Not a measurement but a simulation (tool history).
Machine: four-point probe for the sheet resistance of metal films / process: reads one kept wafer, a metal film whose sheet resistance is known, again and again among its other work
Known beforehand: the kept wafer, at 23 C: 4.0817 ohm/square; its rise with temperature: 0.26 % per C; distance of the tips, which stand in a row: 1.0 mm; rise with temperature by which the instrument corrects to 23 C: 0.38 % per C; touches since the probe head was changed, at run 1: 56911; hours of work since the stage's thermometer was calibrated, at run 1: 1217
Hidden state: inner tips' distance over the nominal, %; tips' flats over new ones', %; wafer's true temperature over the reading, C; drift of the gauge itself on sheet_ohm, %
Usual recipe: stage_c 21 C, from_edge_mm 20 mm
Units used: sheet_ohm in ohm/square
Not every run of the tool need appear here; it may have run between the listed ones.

run	hour	stage_c	from_edge_mm	touches since the probe head was changed	hours of work since the stage's thermometer was calibrated	sheet_ohm
1	0.0	21	20	56911	1217	4.092354
# hour 30.9: stage's thermometer calibrated
2	65.0	21	20	60683	27	4.085566
3	103.6	25	20	62945	57	4.064787
4	142.0	22	20	65189	87	4.080159
5	213.9	30	20	69399	143	4.041349
6	257.1	30	20	71924	176	4.040602
7	310.7	21	20	75062	218	4.083056
8	344.5	20	20	77039	245	4.085948
9	402.2	22	4	80416	290	4.203617
10	465.7	33	9	84128	339	4.044698
11	503.1	21	5	86319	368	4.160745
12	539.2	31	23	88428	396	4.031252
13	611.5	31	23	92661	453	4.027910
14	648.8	18	23	94841	482	4.090537
15	714.6	20	7	98694	533	4.119612

Here are 5 independent what-if runs from the current tool condition. What would each one return?
A	751.5	19	22	100853	562	?
B	751.5	26	5	100853	562	?
C	751.5	28	30	100853	562	?
D	751.5	24	7	100853	562	?
E	751.5	20	7	100853	562	?

run	sheet_ohm
A	4.083955
B	4.131090
C	4.040426
D	4.099633
E	4.119568
Stripped of hidden state, with their random variation kept, the same runs would have yielded:
run	sheet_ohm
A	4.105247
B	4.152636
C	4.061549
D	4.121021
E	4.141034
